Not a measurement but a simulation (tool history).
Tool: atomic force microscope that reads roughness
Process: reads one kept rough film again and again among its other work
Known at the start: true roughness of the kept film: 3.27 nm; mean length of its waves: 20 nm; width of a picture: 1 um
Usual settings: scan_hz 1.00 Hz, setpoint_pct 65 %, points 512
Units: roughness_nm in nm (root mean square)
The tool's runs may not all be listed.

{"run": 1, "day": 0.0, "scan_hz": 1.0, "setpoint_pct": 65, "points": 512, "roughness_nm": 2.528}
{"day": 0.146, "done": "new tip fitted"}
{"run": 2, "day": 0.729, "scan_hz": 1.0, "setpoint_pct": 65, "points": 512, "roughness_nm": 2.518}
{"day": 1.467, "done": "new tip fitted"}
{"run": 3, "day": 1.967, "scan_hz": 1.0, "setpoint_pct": 65, "points": 512, "roughness_nm": 2.518}
{"run": 4, "day": 2.654, "scan_hz": 1.0, "setpoint_pct": 65, "points": 459, "roughness_nm": 2.522}
{"day": 2.867, "done": "new tip fitted"}
{"run": 5, "day": 3.742, "scan_hz": 1.0, "setpoint_pct": 65, "points": 459, "roughness_nm": 2.519}
{"day": 4.296, "done": "new tip fitted"}
{"run": 6, "day": 4.721, "scan_hz": 1.0, "setpoint_pct": 65, "points": 459, "roughness_nm": 2.526}
{"run": 7, "day": 5.408, "scan_hz": 1.0, "setpoint_pct": 65, "points": 459, "roughness_nm": 2.513}
{"day": 5.646, "done": "new tip fitted"}
{"run": 8, "day": 6.633, "scan_hz": 1.0, "setpoint_pct": 75, "points": 459, "roughness_nm": 2.449}
{"day": 6.975, "done": "new tip fitted"}
{"run": 9, "day": 7.288, "scan_hz": 1.0, "setpoint_pct": 75, "points": 459, "roughness_nm": 2.461}
{"day": 8.321, "done": "new tip fitted"}
{"run": 10, "day": 8.338, "scan_hz": 1.93, "setpoint_pct": 65, "points": 770, "roughness_nm": 2.457}
{"run": 11, "day": 9.179, "scan_hz": 1.02, "setpoint_pct": 73, "points": 828, "roughness_nm": 2.497}
{"day": 9.654, "done": "new tip fitted"}
{"run": 12, "day": 9.846, "scan_hz": 1.0, "setpoint_pct": 63, "points": 512, "roughness_nm": 2.534}
{"run": 13, "day": 10.65, "scan_hz": 0.65, "setpoint_pct": 72, "points": 512, "roughness_nm": 2.534}
{"day": 10.975, "done": "new tip fitted"}
{"run": 14, "day": 11.504, "scan_hz": 3.16, "setpoint_pct": 65, "points": 292, "roughness_nm": 2.286}
{"day": 12.346, "done": "new tip fitted"}
{"run": 15, "day": 12.775, "scan_hz": 3.16, "setpoint_pct": 65, "points": 292, "roughness_nm": 2.267}
{"day": 13.7, "done": "new tip fitted"}
{"run": 16, "day": 13.946, "scan_hz": 3.16, "setpoint_pct": 65, "points": 292, "roughness_nm": 2.297}

Run 17 comes next. What will it give?
{"day": 15.075, "done": "new tip fitted"}
{"run": 17, "day": 15.304, "scan_hz": 1.04, "setpoint_pct": 66, "points": 292, "roughness_nm": "?"}

roughness_nm: 2.476 nm (root mean square)
Without the tool's hidden state the same run would have given roughness_nm 2.479 nm (root mean square).

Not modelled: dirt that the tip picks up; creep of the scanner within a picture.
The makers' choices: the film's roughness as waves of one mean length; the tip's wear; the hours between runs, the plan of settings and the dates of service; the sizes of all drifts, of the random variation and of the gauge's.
